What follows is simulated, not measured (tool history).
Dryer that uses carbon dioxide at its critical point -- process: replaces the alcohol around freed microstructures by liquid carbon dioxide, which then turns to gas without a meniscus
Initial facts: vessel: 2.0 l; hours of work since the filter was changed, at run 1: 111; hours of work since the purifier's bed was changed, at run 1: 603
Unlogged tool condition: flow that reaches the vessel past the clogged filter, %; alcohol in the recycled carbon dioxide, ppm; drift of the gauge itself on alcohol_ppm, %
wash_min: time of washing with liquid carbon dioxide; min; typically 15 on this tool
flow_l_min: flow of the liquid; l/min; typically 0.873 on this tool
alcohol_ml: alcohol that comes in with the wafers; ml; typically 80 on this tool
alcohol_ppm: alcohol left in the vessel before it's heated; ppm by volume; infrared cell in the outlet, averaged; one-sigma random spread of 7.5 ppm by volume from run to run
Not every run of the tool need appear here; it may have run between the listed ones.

run,hour,wash_min,flow_l_min,alcohol_ml,hours of work since the filter was changed,hours of work since the purifier's bed was changed,alcohol_ppm
1,0.0,15,0.873,80,111,603,539
2,32.9,15,0.873,80,123,615,534
3,68.9,15,0.873,80,137,628,537
4,121.3,15,0.873,80,156,648,564
5,186.1,15,0.873,80,180,672,584
6,231.3,15,0.873,80,197,689,636
7,296.5,18,0.725,60,221,713,511
8,356.9,18,0.725,60,244,735,516
9,420.1,20,0.983,80,267,759,155
10,475.4,20,0.983,80,288,779,150

Some steps in alcohol_ppm, run to run, broken into two amounts with sign: the step expected even without the hidden condition (settings, incoming material, random variation), and the rest, left for the hidden condition together with whatever gauge scatter is not in both the measured and the hidden-condition-free result:
Run 8 -> 9: wash_min 18 -> 20, flow_l_min 0.725 -> 0.983, alcohol_ml 60 -> 80. alcohol_ppm -361 ppm by volume: hidden state -127, all else -234.

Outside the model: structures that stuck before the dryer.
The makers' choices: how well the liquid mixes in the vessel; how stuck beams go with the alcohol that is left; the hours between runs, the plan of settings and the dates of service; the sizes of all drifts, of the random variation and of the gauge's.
